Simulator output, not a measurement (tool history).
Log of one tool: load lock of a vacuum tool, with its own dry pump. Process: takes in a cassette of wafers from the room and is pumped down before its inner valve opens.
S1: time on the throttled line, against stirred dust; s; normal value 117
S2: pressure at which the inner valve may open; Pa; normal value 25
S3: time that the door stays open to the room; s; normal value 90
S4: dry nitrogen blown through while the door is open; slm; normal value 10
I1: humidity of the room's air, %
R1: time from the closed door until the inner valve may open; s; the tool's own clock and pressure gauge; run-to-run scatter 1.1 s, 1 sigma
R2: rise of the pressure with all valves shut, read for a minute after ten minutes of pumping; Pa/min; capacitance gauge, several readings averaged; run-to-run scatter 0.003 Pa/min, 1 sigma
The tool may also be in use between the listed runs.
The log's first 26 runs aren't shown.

| run | hour | S1 | S2 | S3 | S4 | I1 | R1 | R2 |
|---|---|---|---|---|---|---|---|---|
| 27 | 2377.1 | 104 | 34 | 78 | 45 | 46.1 | 170.8 | 0.020 |
| 28 | 2496.0 | 117 | 25 | 87 | 10 | 47.9 | 183.0 | 0.043 |
| 29 | 2605.6 | 117 | 43 | 34 | 5 | 45.9 | 177.6 | 0.043 |
| 30 | 2699.8 | 186 | 25 | 90 | 36 | 46.8 | 241.8 | 0.026 |
| 31 | 2797.9 | 186 | 25 | 90 | 36 | 45.4 | 244.5 | 0.032 |
| 32 | 2883.9 | 186 | 25 | 90 | 36 | 44.0 | 241.5 | 0.031 |
| 33 | 3016.7 | 117 | 34 | 90 | 11 | 44.3 | 180.0 | 0.043 |
| 34 | 3093.6 | 117 | 34 | 90 | 11 | 43.4 | 182.5 | 0.042 |
| 35 | 3155.5 | 117 | 34 | 90 | 11 | 45.7 | 180.2 | 0.048 |
| 36 | 3224.7 | 115 | 34 | 189 | 5 | 42.6 | 180.1 | 0.063 |
| 37 | 3304.6 | 115 | 34 | 189 | 5 | 46.1 | 181.2 | 0.064 |

Each row is a separate what-if for the run after 37, all from the same tool condition, not one after another. Results?
| A | 3385.6 | 72 | 25 | 90 | 7 | 45.0 | ? | ? |
| B | 3385.6 | 66 | 34 | 189 | 24 | 43.1 | ? | ? |
| C | 3385.6 | 115 | 34 | 28 | 5 | 44.9 | ? | ? |

| run | R1 | R2 |
|---|---|---|
| A | 149.2 | 0.050 |
| B | 138.8 | 0.042 |
| C | 179.8 | 0.038 |
Take away the tool's hidden state, keep each run's random variation, and the runs would have read:
| run | R1 | R2 |
|---|---|---|
| A | 133.8 | 0.029 |
| B | 124.1 | 0.021 |
| C | 166.7 | 0.017 |
